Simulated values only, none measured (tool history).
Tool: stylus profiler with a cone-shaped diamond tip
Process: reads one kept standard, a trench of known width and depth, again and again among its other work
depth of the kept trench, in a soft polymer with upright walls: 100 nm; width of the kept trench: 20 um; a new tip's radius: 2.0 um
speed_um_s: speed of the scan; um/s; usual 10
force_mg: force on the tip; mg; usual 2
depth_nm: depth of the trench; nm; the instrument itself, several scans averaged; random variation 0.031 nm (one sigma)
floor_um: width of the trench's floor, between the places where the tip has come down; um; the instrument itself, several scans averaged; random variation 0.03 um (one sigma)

run	hour	speed_um_s	force_mg	depth_nm	floor_um
1	0	10	2	100.65	18.57
2	18.8	10	2	100.76	18.56
3	51.3	2	2	100.73	18.6
4	69.6	2	2	100.7	18.63
5	94.9	2	2	100.68	18.57
6	113.8	10	2.84	100.92	18.56
# hour 116.9: height scale calibrated on a step standard
7	141.1	10	0.89	100.48	18.5

Run 8 comes next. What will it give?
8	171.7	24	0.78	?	?

Run 8 gave depth_nm 100.47 nm, floor_um 18.38 um.
Without the tool's hidden state the same run would have given depth_nm 100.33 nm, floor_um 18.55 um.
